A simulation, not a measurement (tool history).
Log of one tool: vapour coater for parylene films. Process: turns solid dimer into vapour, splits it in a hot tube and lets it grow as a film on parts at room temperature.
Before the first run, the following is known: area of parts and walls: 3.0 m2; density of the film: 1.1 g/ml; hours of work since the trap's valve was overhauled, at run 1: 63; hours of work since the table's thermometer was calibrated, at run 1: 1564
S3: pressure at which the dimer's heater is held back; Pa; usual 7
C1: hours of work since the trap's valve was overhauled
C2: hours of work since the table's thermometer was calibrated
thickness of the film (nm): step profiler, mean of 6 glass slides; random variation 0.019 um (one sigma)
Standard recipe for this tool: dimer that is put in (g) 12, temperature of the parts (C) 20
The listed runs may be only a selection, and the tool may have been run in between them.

run 1 hour=0 | dimer_that_is_put_in_(g)=12 temperature_of_the_parts_(C)=20 S3=7 | C1=63 C2=1564 | thickness_of_the_film_(nm)=2250
run 2 hour=56.4 | dimer_that_is_put_in_(g)=12 temperature_of_the_parts_(C)=20 S3=4.36 | C1=109 C2=1609 | thickness_of_the_film_(nm)=2350
run 3 hour=133.8 | dimer_that_is_put_in_(g)=12 temperature_of_the_parts_(C)=20 S3=4.36 | C1=172 C2=1672 | thickness_of_the_film_(nm)=2310
run 4 hour=180.4 | dimer_that_is_put_in_(g)=12 temperature_of_the_parts_(C)=20 S3=4.36 | C1=209 C2=1710 | thickness_of_the_film_(nm)=2280
run 5 hour=257.7 | dimer_that_is_put_in_(g)=12 temperature_of_the_parts_(C)=20 S3=4.36 | C1=272 C2=1773 | thickness_of_the_film_(nm)=2170
run 6 hour=330.8 | dimer_that_is_put_in_(g)=12 temperature_of_the_parts_(C)=20 S3=4.36 | C1=332 C2=1832 | thickness_of_the_film_(nm)=2140
-- hour=367.9 trap's valve overhauled
run 7 hour=399.3 | dimer_that_is_put_in_(g)=12 temperature_of_the_parts_(C)=20 S3=4.36 | C1=26 C2=1885 | thickness_of_the_film_(nm)=2440
run 8 hour=440.7 | dimer_that_is_put_in_(g)=10 temperature_of_the_parts_(C)=22 S3=4.11 | C1=59 C2=1918 | thickness_of_the_film_(nm)=1920
run 9 hour=496.3 | dimer_that_is_put_in_(g)=10 temperature_of_the_parts_(C)=17 S3=7 | C1=104 C2=1963 | thickness_of_the_film_(nm)=1950
run 10 hour=540 | dimer_that_is_put_in_(g)=13 temperature_of_the_parts_(C)=13 S3=9.36 | C1=140 C2=1999 | thickness_of_the_film_(nm)=2610
run 11 hour=582.7 | dimer_that_is_put_in_(g)=13 temperature_of_the_parts_(C)=13 S3=9.36 | C1=174 C2=2033 | thickness_of_the_film_(nm)=2590
run 12 hour=625.8 | dimer_that_is_put_in_(g)=12 temperature_of_the_parts_(C)=19 S3=7 | C1=209 C2=2068 | thickness_of_the_film_(nm)=2160

Each row is a separate what-if for the run after 12, all from the same tool condition, not one after another. Results?
run A hour=689.6 | dimer_that_is_put_in_(g)=12 temperature_of_the_parts_(C)=22 S3=7 | C1=261 C2=2120 | thickness_of_the_film_(nm)=?
run B hour=689.6 | dimer_that_is_put_in_(g)=9 temperature_of_the_parts_(C)=22 S3=2.9 | C1=261 C2=2120 | thickness_of_the_film_(nm)=?
run C hour=689.6 | dimer_that_is_put_in_(g)=22 temperature_of_the_parts_(C)=13 S3=7 | C1=261 C2=2120 | thickness_of_the_film_(nm)=?
run D hour=689.6 | dimer_that_is_put_in_(g)=21 temperature_of_the_parts_(C)=30 S3=2.17 | C1=261 C2=2120 | thickness_of_the_film_(nm)=?

run=A thickness_of_the_film_(nm)=2040
run=B thickness_of_the_film_(nm)=1700
run=C thickness_of_the_film_(nm)=4420
run=D thickness_of_the_film_(nm)=3510
Take away the tool's hidden state, keep each run's random variation, and the runs would have read:
run=A thickness_of_the_film_(nm)=2290
run=B thickness_of_the_film_(nm)=1910
run=C thickness_of_the_film_(nm)=4960
run=D thickness_of_the_film_(nm)=3940
